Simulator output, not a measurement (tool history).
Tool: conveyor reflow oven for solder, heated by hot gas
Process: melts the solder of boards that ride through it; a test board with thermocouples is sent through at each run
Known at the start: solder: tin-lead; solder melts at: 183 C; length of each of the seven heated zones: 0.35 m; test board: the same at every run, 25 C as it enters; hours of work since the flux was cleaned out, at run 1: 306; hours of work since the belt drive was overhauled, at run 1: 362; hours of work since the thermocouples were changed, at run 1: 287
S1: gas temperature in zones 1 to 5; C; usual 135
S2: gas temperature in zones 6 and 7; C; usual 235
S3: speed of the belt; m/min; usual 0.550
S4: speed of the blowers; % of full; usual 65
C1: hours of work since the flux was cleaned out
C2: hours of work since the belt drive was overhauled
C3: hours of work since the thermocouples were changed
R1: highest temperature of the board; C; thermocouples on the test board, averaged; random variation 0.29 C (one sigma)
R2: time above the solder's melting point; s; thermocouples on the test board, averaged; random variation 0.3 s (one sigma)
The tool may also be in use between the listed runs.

run,day,S1,S2,S3,S4,C1,C2,C3,R1,R2
1,0.000,135,235,0.550,65,306,362,287,212.9,51.7
2,1.133,135,235,0.550,65,318,374,298,212.5,51.3
3,1.692,135,235,0.550,65,323,379,303,212.6,51.3
4,2.417,135,235,0.550,65,330,386,311,211.7,51.4
5,3.108,135,235,0.550,65,337,393,318,212.2,51.1
6,3.800,135,235,0.550,76,344,400,324,215.8,55.0
7,4.338,135,235,0.550,76,349,405,330,216.4,55.4
8,4.938,138,235,0.550,65,355,411,336,212.9,52.8
9,5.425,135,235,0.550,65,360,416,341,212.0,51.1
10,6.350,136,235,0.550,57,369,425,350,209.2,48.6
11,7.146,125,239,0.635,75,377,433,358,210.7,39.8
# day 7.388: belt drive overhauled, speed set with a stopwatch
12,7.967,146,226,0.550,65,384,6,364,207.4,51.7
13,8.754,146,226,0.550,65,392,14,372,207.6,51.0
14,9.446,146,226,0.550,65,399,20,379,207.5,51.2
15,10.567,128,232,0.632,83,410,32,390,208.6,39.7

The next listed run, before its measurement:
16,11.029,128,232,0.632,83,414,36,395,?,?

{"run 16": {"R1": 209.0, "R2": 39.6}}
Without the tool's hidden state the same run would have given R1 212.0 C, R2 42.1 s.
